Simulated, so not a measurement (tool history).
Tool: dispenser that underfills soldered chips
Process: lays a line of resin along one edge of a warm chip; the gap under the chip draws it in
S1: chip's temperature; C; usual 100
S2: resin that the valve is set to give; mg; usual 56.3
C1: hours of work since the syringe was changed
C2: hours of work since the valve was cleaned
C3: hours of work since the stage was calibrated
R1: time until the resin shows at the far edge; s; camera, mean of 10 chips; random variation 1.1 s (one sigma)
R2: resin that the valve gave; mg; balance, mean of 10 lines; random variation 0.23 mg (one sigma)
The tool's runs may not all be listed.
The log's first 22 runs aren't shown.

run 23 hour=91.1 | S1=96 S2=53.8 | C1=7 C2=54 C3=103 | R1=196.8 R2=51.95
-- hour=92.4 new syringe of resin
run 24 hour=95.3 | S1=96 S2=53.8 | C1=2 C2=57 C3=106 | R1=136.6 R2=51.44
run 25 hour=99.5 | S1=92 S2=72.1 | C1=5 C2=60 C3=109 | R1=198.1 R2=69.36
run 26 hour=102.4 | S1=109 S2=52.7 | C1=7 C2=63 C3=112 | R1=116.4 R2=50.73
-- hour=103.2 new syringe of resin
-- hour=105.9 dispensing valve cleaned and set on the balance
run 27 hour=107.2 | S1=93 S2=52.6 | C1=2 C2=1 C3=114 | R1=152.1 R2=52.55
run 28 hour=110.5 | S1=93 S2=52.6 | C1=5 C2=3 C3=117 | R1=184.9 R2=52.23
run 29 hour=113.2 | S1=107 S2=66.4 | C1=7 C2=5 C3=119 | R1=114.1 R2=65.69
-- hour=115.2 new syringe of resin
run 30 hour=118.2 | S1=105 S2=70.7 | C1=2 C2=9 C3=122 | R1=91.7 R2=70.41
run 31 hour=121.9 | S1=96 S2=50.9 | C1=5 C2=12 C3=125 | R1=167.8 R2=50.86
run 32 hour=125.4 | S1=96 S2=50.9 | C1=8 C2=14 C3=127 | R1=199.3 R2=49.66
-- hour=126 new syringe of resin
run 33 hour=130.7 | S1=96 S2=50.9 | C1=3 C2=18 C3=131 | R1=148.2 R2=50.43
run 34 hour=134.8 | S1=93 S2=49.9 | C1=6 C2=21 C3=134 | R1=209 R2=49.55

Forecast run 35:
-- hour=136.8 new syringe of resin
run 35 hour=137.7 | S1=100 S2=54.1 | C1=1 C2=23 C3=136 | R1=? R2=?

R1: 103.7 s
R2: 53.57 mg
Without the tool's hidden state the same run would have given R1 102.1 s, R2 54.23 mg.

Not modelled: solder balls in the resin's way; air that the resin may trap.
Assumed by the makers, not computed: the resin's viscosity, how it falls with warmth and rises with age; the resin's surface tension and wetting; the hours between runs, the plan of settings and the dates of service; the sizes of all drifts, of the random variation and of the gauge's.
